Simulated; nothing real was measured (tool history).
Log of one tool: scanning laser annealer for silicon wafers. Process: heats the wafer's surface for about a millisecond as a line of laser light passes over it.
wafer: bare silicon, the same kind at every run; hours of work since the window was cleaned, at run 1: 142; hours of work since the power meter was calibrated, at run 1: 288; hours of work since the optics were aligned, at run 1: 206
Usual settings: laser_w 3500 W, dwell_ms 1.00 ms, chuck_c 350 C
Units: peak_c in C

run   hour  laser_w  dwell_ms  chuck_c  hours of work since the window was cleaned  hours of work since the power meter was calibrated  hours of work since the optics were aligned  peak_c
  1    0.0     3500      1.00      350                                         142                                                 288                                          206    1133
  2   17.1     3500      1.00      350                                         152                                                 299                                          217    1136
  3   47.0     3500      1.17      350                                         171                                                 317                                          235    1204
  4   65.4     3500      1.19      350                                         182                                                 328                                          246    1211
  5   86.2     3500      1.19      350                                         195                                                 341                                          259    1211
  6  104.5     3500      1.19      350                                         206                                                 352                                          270    1207
  7  130.7     3500      1.19      350                                         222                                                 369                                          286    1207
  8  151.0     3500      1.19      350                                         234                                                 381                                          299    1207
  9  175.2     3154      1.19      350                                         249                                                 396                                          314    1118
 10  206.7     3154      1.19      350                                         269                                                 415                                          333    1119
 11  233.0     3154      1.19      350                                         285                                                 431                                          349    1115
 12  255.6     3154      1.19      350                                         299                                                 445                                          363    1118
 13  273.3     3154      1.19      350                                         309                                                 456                                          374    1111
 14  307.4     3154      1.19      350                                         330                                                 477                                          395    1110

The next listed run, before its measurement:
 15  330.4     3500      1.00      350                                         345                                                 491                                          409       ?

peak_c: 1120 C
Without the tool's hidden state the same run would have given peak_c 1154 C.
